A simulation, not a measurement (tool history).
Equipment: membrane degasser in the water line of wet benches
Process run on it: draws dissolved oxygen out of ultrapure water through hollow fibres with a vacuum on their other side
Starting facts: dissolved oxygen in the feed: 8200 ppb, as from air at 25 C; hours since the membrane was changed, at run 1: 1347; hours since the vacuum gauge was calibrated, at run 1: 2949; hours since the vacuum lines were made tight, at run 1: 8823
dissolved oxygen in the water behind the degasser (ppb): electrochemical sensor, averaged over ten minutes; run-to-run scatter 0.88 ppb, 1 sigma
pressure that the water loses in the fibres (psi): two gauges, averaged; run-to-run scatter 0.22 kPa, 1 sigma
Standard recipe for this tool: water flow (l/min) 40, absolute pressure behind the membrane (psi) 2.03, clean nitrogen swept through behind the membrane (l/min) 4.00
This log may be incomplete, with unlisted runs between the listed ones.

run    hour  water flow (l/min)  absolute pressure behind the membrane (psi)  clean nitrogen swept through behind the membrane (l/min)  hours since the membrane was changed  hours since the vacuum gauge was calibrated  hours since the vacuum lines were made tight  dissolved oxygen in the water behind the degasser (ppb)  pressure that the water loses in the fibres (psi)
  1     0.0                  40                                         2.03                                                      4.00                                  1347                                         2949                                          8823                                                    258.4                                              8.037
  2    58.7                  40                                         2.03                                                      4.00                                  1405                                         3008                                          8882                                                    257.6                                              8.102
  3   105.5                  40                                         2.03                                                      4.00                                  1452                                         3055                                          8928                                                    258.0                                              8.158
  4   158.7                  40                                         2.03                                                      4.00                                  1505                                         3108                                          8981                                                    256.3                                              8.113
  5   212.8                  40                                         2.03                                                      4.00                                  1559                                         3162                                          9036                                                    259.3                                              8.164
  6   251.1                  40                                         1.51                                                      4.00                                  1598                                         3200                                          9074                                                    176.6                                              8.153
  7   304.3                  40                                         1.51                                                      4.00                                  1651                                         3254                                          9127                                                    177.5                                              8.153
  8   355.3                  40                                         1.51                                                      4.00                                  1702                                         3304                                          9178                                                    175.8                                              8.135
  9   388.2                  40                                         1.51                                                      4.00                                  1735                                         3337                                          9211                                                    176.3                                              8.161
 10   443.9                  40                                         2.03                                                      4.00                                  1791                                         3393                                          9267                                                    258.7                                              8.121
      449.9  -- vacuum gauge calibrated
 11   498.6                  40                                         2.03                                                      4.00                                  1845                                           49                                          9321                                                    260.6                                              8.150
 12   524.9                  40                                         2.86                                                      4.00                                  1871                                           75                                          9347                                                    386.9                                              8.124
 13   552.4                  40                                         4.00                                                      4.00                                  1899                                          102                                          9375                                                    555.4                                              8.179
 14   606.6                  49                                         4.00                                                      8.16                                  1953                                          157                                          9429                                                    360.9                                             10.013
 15   649.0                  60                                         3.47                                                      8.16                                  1995                                          199                                          9471                                                    389.4                                             12.209
 16   685.8                  60                                         2.77                                                      9.47                                  2032                                          236                                          9508                                                    274.6                                             12.240
      707.7  -- vacuum gauge calibrated, once more
 17   723.7                  40                                         1.46                                                      3.77                                  2069                                           16                                          9546                                                    175.3                                              8.157
 18   772.6                  36                                         2.03                                                      4.47                                  2118                                           65                                          9594                                                    209.2                                              7.336
 19   831.6                  46                                         2.03                                                     11.91                                  2177                                          124                                          9653                                                    111.6                                              9.338
 20   882.6                  46                                         2.03                                                     11.91                                  2228                                          175                                          9704                                                    111.8                                              9.319
 21   925.8                  46                                         2.03                                                     11.91                                  2272                                          218                                          9748                                                    110.7                                              9.407
 22   959.7                  42                                         1.36                                                      2.75                                  2305                                          252                                          9782                                                    220.0                                              8.567
 23  1010.5                  42                                         1.36                                                      2.75                                  2356                                          303                                          9832                                                    219.4                                              8.564
 24  1062.7                  64                                         1.62                                                      2.98                                  2408                                          355                                          9884                                                    405.3                                             12.984
 25  1100.0                  44                                         1.60                                                      8.05                                  2446                                          392                                          9922                                                    110.9                                              8.905
 26  1141.9                  29                                         3.44                                                      2.15                                  2488                                          434                                          9964                                                    607.2                                              5.936

Below are 4 alternative next runs, each starting from the tool's condition after run 26. Predict each:
  A  1196.2                  40                                         2.03                                                      2.28                                  2542                                          488                                         10018                                                        ?                                                  ?
  B  1196.2                  39                                         2.67                                                      4.37                                  2542                                          488                                         10018                                                        ?                                                  ?
  C  1196.2                  55                                         2.03                                                     10.99                                  2542                                          488                                         10018                                                        ?                                                  ?
  D  1196.2                  29                                         3.44                                                      2.30                                  2542                                          488                                         10018                                                        ?                                                  ?

run  dissolved oxygen in the water behind the degasser (ppb)  pressure that the water loses in the fibres (psi)
  A                                                    417.5                                              8.148
  B                                                    320.6                                              7.951
  C                                                    153.4                                             11.306
  D                                                    575.8                                              5.918
With the hidden condition removed and each run's random variation left untouched, the same runs would have given:
run  dissolved oxygen in the water behind the degasser (ppb)  pressure that the water loses in the fibres (psi)
  A                                                    412.1                                              8.066
  B                                                    315.2                                              7.871
  C                                                    150.3                                             11.193
  D                                                    564.8                                              5.858
